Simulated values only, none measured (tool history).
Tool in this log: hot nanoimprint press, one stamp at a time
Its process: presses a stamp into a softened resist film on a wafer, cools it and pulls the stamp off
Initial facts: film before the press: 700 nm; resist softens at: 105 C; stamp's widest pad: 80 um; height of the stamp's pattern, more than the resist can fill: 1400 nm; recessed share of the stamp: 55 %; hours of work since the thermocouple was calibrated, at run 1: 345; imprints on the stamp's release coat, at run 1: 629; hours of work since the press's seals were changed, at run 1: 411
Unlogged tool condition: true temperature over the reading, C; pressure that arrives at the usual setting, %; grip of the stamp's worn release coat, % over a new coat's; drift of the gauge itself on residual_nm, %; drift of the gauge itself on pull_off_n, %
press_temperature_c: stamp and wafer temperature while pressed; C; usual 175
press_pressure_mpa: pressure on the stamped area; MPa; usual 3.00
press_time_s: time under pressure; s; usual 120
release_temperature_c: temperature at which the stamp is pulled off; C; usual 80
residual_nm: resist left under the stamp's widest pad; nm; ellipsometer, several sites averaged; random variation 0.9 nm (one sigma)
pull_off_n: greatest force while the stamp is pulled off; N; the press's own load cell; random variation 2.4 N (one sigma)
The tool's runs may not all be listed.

| run | hour | press_temperature_c | press_pressure_mpa | press_time_s | release_temperature_c | hours of work since the thermocouple was calibrated | imprints on the stamp's release coat | hours of work since the press's seals were changed | residual_nm | pull_off_n |
|---|---|---|---|---|---|---|---|---|---|---|
| 1 | 0.0 | 175 | 3.00 | 120 | 80 | 345 | 629 | 411 | 374.1 | 113 |
|  | 44.7 | plate thermocouple calibrated |
| 2 | 44.9 | 175 | 3.00 | 120 | 80 | 0 | 788 | 440 | 386.7 | 124 |
| 3 | 118.4 | 175 | 3.00 | 120 | 80 | 51 | 1067 | 490 | 386.6 | 126 |
| 4 | 157.1 | 175 | 3.00 | 120 | 80 | 77 | 1213 | 517 | 386.3 | 130 |
| 5 | 229.8 | 175 | 3.00 | 120 | 80 | 128 | 1489 | 567 | 384.4 | 134 |
| 6 | 269.8 | 175 | 3.00 | 120 | 80 | 155 | 1640 | 595 | 384.4 | 137 |
| 7 | 334.0 | 175 | 3.00 | 160 | 80 | 199 | 1884 | 639 | 347.1 | 141 |
| 8 | 381.3 | 175 | 3.00 | 160 | 80 | 232 | 2063 | 671 | 347.3 | 144 |
| 9 | 415.3 | 175 | 3.00 | 160 | 80 | 255 | 2192 | 695 | 346.6 | 147 |
|  | 437.8 | stamp cleaned and given a new release coat |
| 10 | 500.9 | 175 | 3.00 | 160 | 80 | 310 | 239 | 750 | 346.4 | 112 |
| 11 | 575.9 | 175 | 3.00 | 238 | 80 | 362 | 523 | 801 | 297.5 | 120 |
|  | 596.8 | plate thermocouple calibrated |
| 12 | 632.3 | 175 | 3.00 | 120 | 71 | 25 | 726 | 838 | 388.1 | 127 |
| 13 | 677.4 | 175 | 3.00 | 120 | 71 | 56 | 897 | 869 | 386.6 | 135 |
| 14 | 749.6 | 175 | 3.00 | 120 | 73 | 105 | 1170 | 919 | 386.9 | 130 |
| 15 | 807.7 | 168 | 2.43 | 120 | 80 | 145 | 1390 | 959 | 504.3 | 130 |
| 16 | 880.8 | 176 | 4.53 | 120 | 80 | 196 | 1667 | 1010 | 324.0 | 138 |
| 17 | 935.9 | 168 | 2.31 | 74 | 80 | 234 | 1876 | 1048 | 561.1 | 137 |
| 18 | 995.3 | 171 | 3.37 | 63 | 68 | 275 | 2101 | 1088 | 504.3 | 158 |
| 19 | 1028.8 | 175 | 3.00 | 120 | 80 | 298 | 2228 | 1112 | 387.1 | 144 |
|  | 1038.7 | stamp cleaned and given a new release coat |
| 20 | 1107.5 | 181 | 3.00 | 70 | 80 | 348 | 260 | 1162 | 386.5 | 109 |
|  | 1147.2 | plate thermocouple calibrated |
| 21 | 1159.9 | 172 | 3.00 | 123 | 80 | 9 | 447 | 1196 | 430.6 | 114 |
| 22 | 1233.7 | 170 | 3.00 | 88 | 80 | 60 | 727 | 1247 | 498.2 | 121 |
| 23 | 1276.8 | 168 | 3.00 | 138 | 80 | 89 | 891 | 1276 | 467.9 | 122 |
| 24 | 1344.3 | 169 | 2.18 | 122 | 86 | 136 | 1146 | 1323 | 506.9 | 125 |
| 25 | 1381.1 | 165 | 2.69 | 142 | 69 | 161 | 1286 | 1348 | 514.3 | 143 |
|  | 1430.0 | press's hydraulic seals changed and the load cell set to zero |
| 26 | 1468.2 | 165 | 4.47 | 142 | 78 | 216 | 1585 | 26 | 435.4 | 141 |
| 27 | 1514.5 | 166 | 3.00 | 120 | 80 | 248 | 1761 | 58 | 497.2 | 143 |
| 28 | 1550.8 | 166 | 3.00 | 120 | 80 | 273 | 1898 | 83 | 496.0 | 142 |

Consider 5 possible next runs. They are alternatives, not a sequence: every one starts from the tool as it was left by run 28. What does each give?
| A | 1614.6 | 186 | 3.00 | 120 | 80 | 317 | 2140 | 127 | ? | ? |
| B | 1614.6 | 181 | 4.24 | 120 | 80 | 317 | 2140 | 127 | ? | ? |
| C | 1614.6 | 176 | 2.99 | 120 | 80 | 317 | 2140 | 127 | ? | ? |
| D | 1614.6 | 186 | 2.49 | 120 | 80 | 317 | 2140 | 127 | ? | ? |
| E | 1614.6 | 175 | 3.00 | 120 | 80 | 317 | 2140 | 127 | ? | ? |

| run | residual_nm | pull_off_n |
|---|---|---|
| A | 260.1 | 145 |
| B | 267.6 | 146 |
| C | 366.6 | 147 |
| D | 283.2 | 149 |
| E | 380.1 | 144 |
Without the tool's unlogged condition, the same runs would have read:
| run | residual_nm | pull_off_n |
|---|---|---|
| A | 259.4 | 108 |
| B | 266.1 | 109 |
| C | 366.1 | 110 |
| D | 282.9 | 112 |
| E | 379.6 | 107 |
